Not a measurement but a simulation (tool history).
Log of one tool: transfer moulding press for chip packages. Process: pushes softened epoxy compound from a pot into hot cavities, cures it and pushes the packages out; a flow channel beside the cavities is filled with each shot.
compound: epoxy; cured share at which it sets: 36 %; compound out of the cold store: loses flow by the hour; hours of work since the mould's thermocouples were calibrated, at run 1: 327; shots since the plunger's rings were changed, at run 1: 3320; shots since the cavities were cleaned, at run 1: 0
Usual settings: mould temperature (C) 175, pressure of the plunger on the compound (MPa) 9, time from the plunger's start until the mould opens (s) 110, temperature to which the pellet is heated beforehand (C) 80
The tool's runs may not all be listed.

| run | hour | mould temperature (C) | pressure of the plunger on the compound (MPa) | time from the plunger's start until the mould opens (s) | temperature to which the pellet is heated beforehand (C) | hours of work since the mould's thermocouples were calibrated | shots since the plunger's rings were changed | shots since the cavities were cleaned | incoming compound's hours out of the cold store | length that the compound runs in the flow channel (mm) | greatest force on the pins that push the packages out (N) |
|---|---|---|---|---|---|---|---|---|---|---|---|
| 1 | 0 | 175 | 9 | 110 | 80 | 327 | 3320 | 0 | 9.5 | 658 | 355 |
| 2 | 15.2 | 173 | 9 | 110 | 80 | 337 | 3478 | 158 | 36.4 | 574 | 475 |
|  | 32 | plunger's sealing rings changed |
| 3 | 41.3 | 175 | 9 | 110 | 70 | 353 | 97 | 403 | 26.2 | 622 | 513 |
|  | 50.8 | mould's thermocouples calibrated |
| 4 | 54 | 175 | 9 | 110 | 70 | 2 | 209 | 515 | 14.9 | 656 | 529 |
| 5 | 71.7 | 175 | 9 | 110 | 70 | 14 | 392 | 698 | 46.7 | 553 | 533 |
|  | 82.8 | cavities cleaned with cleaning compound and waxed |
| 6 | 88.6 | 175 | 9 | 110 | 80 | 24 | 552 | 60 | 36.7 | 585 | 378 |
| 7 | 114.5 | 175 | 9 | 110 | 80 | 42 | 821 | 329 | 25.6 | 616 | 484 |
| 8 | 136.6 | 175 | 9 | 110 | 80 | 56 | 1051 | 559 | 12.7 | 653 | 524 |
| 9 | 147.4 | 175 | 9 | 110 | 80 | 64 | 1163 | 671 | 19.7 | 632 | 537 |
|  | 162.2 | cavities cleaned with cleaning compound and waxed |
| 10 | 165.6 | 175 | 9 | 110 | 80 | 75 | 1337 | 36 | 27.3 | 605 | 393 |
| 11 | 182 | 175 | 8.6 | 110 | 80 | 86 | 1506 | 205 | 8.7 | 650 | 448 |
| 12 | 198.9 | 175 | 8.6 | 122 | 80 | 97 | 1682 | 381 | 42.4 | 551 | 449 |
| 13 | 217.9 | 175 | 8.6 | 122 | 80 | 110 | 1879 | 578 | 33 | 574 | 464 |
| 14 | 234.7 | 175 | 8.6 | 122 | 80 | 121 | 2054 | 753 | 27 | 593 | 516 |
|  | 241.7 | cavities cleaned with cleaning compound and waxed |
| 15 | 259.7 | 175 | 10.31 | 110 | 80 | 137 | 2299 | 188 | 17.9 | 678 | 414 |
| 16 | 282.8 | 175 | 10.31 | 110 | 80 | 152 | 2538 | 427 | 46.5 | 582 | 480 |
| 17 | 307.5 | 175 | 9 | 118 | 80 | 168 | 2794 | 683 | 9.9 | 660 | 513 |
|  | 321.4 | cavities cleaned with cleaning compound and waxed |
| 18 | 329.6 | 175 | 9 | 118 | 80 | 182 | 3009 | 86 | 36.6 | 571 | 363 |
| 19 | 345.1 | 175 | 10 | 118 | 80 | 193 | 3170 | 247 | 32.9 | 616 | 411 |
| 20 | 363.8 | 168 | 10 | 118 | 80 | 205 | 3364 | 441 | 16.9 | 677 | 678 |
| 21 | 377.2 | 169 | 8.53 | 118 | 80 | 214 | 3503 | 580 | 24 | 601 | 663 |
|  | 391.3 | plunger's sealing rings changed |
|  | 403.2 | cavities cleaned with cleaning compound and waxed |
| 22 | 404.8 | 171 | 7.99 | 108 | 75 | 230 | 124 | 17 | 27.8 | 583 | 451 |
| 23 | 426.3 | 176 | 9 | 110 | 80 | 244 | 347 | 240 | 29.6 | 600 | 441 |
| 24 | 450.3 | 176 | 9 | 110 | 80 | 260 | 597 | 490 | 33.7 | 586 | 505 |

Hidden state or all else? Some run-to-run changes of length that the compound runs in the flow channel (mm), split into what the settings, what came in and random variation would give without the hidden state, and what is left for the hidden state (with any gauge scatter that isn't in both results):
The hidden state here: true mould temperature over the reading, C; pressure that reaches the compound, % of what is set; grip of the stained cavities, % over clean ones'; drift of the gauge itself on flow_mm, %; drift of the gauge itself on push_out_n, %.
Run 2 -> 3: mould temperature (C) 173 -> 175, temperature to which the pellet is heated beforehand (C) 80 -> 70, plunger's sealing rings changed. length that the compound runs in the flow channel (mm) +48: hidden state +16, all else +32.
Run 4 -> 5: no setting changed, nothing entered. length that the compound runs in the flow channel (mm) -103: hidden state +0, all else -103.
Run 11 -> 12: time from the plunger's start until the mould opens (s) 110 -> 122. length that the compound runs in the flow channel (mm) -99: hidden state +1, all else -100.
Run 21 -> 22: mould temperature (C) 169 -> 171, pressure of the plunger on the compound (MPa) 8.53 -> 7.99, time from the plunger's start until the mould opens (s) 118 -> 108, temperature to which the pellet is heated beforehand (C) 80 -> 75, plunger's sealing rings changed, cavities cleaned with cleaning compound and waxed. length that the compound runs in the flow channel (mm) -18: hidden state +14, all else -32.
